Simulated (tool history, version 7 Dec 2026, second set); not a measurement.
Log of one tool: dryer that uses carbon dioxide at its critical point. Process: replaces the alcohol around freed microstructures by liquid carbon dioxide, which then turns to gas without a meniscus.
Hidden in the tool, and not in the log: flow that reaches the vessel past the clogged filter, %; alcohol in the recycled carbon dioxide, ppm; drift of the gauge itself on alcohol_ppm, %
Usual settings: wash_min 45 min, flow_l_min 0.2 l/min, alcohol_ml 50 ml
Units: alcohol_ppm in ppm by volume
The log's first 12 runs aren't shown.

| run | day | wash_min | flow_l_min | alcohol_ml | hours of work since the filter was changed | hours of work since the purifier's bed was changed | alcohol_ppm |
|---|---|---|---|---|---|---|---|
| 13 | 19.579 | 45 | 0.2 | 50 | 282 | 147 | 104 |
| 14 | 21.35 | 45 | 0.2 | 50 | 306 | 170 | 123 |
| 15 | 23.258 | 45 | 0.2 | 50 | 331 | 196 | 123 |
| 16 | 25.696 | 45 | 0.2 | 50 | 363 | 228 | 153 |
| 17 | 27.075 | 45 | 0.2 | 50 | 382 | 246 | 152 |
| 18 | 28.129 | 45 | 0.2 | 50 | 396 | 261 | 158 |
| 19 | 29.788 | 45 | 0.2 | 50 | 418 | 283 | 165 |
| 20 | 30.862 | 29 | 0.172 | 77 | 432 | 297 | 2239 |
| 21 | 32.929 | 29 | 0.172 | 77 | 460 | 324 | 2305 |
|  | 34.717 | inlet filter changed |
| 22 | 34.942 | 45 | 0.2 | 113 | 3 | 351 | 194 |
| 23 | 36.479 | 45 | 0.2 | 113 | 23 | 371 | 206 |
| 24 | 38.154 | 45 | 0.2 | 113 | 46 | 393 | 229 |
| 25 | 40.229 | 45 | 0.2 | 50 | 73 | 421 | 169 |
| 26 | 42.333 | 45 | 0.2 | 50 | 101 | 449 | 182 |
| 27 | 44.162 | 40 | 0.323 | 67 | 126 | 474 | 144 |
| 28 | 45.458 | 43 | 0.219 | 50 | 143 | 491 | 187 |

The next listed run, before its measurement:
| 29 | 47.496 | 43 | 0.219 | 50 | 170 | 518 | ? |

{"run 29": {"alcohol_ppm": 195}}
Without the tool's hidden state the same run would have given alcohol_ppm 33 ppm by volume.

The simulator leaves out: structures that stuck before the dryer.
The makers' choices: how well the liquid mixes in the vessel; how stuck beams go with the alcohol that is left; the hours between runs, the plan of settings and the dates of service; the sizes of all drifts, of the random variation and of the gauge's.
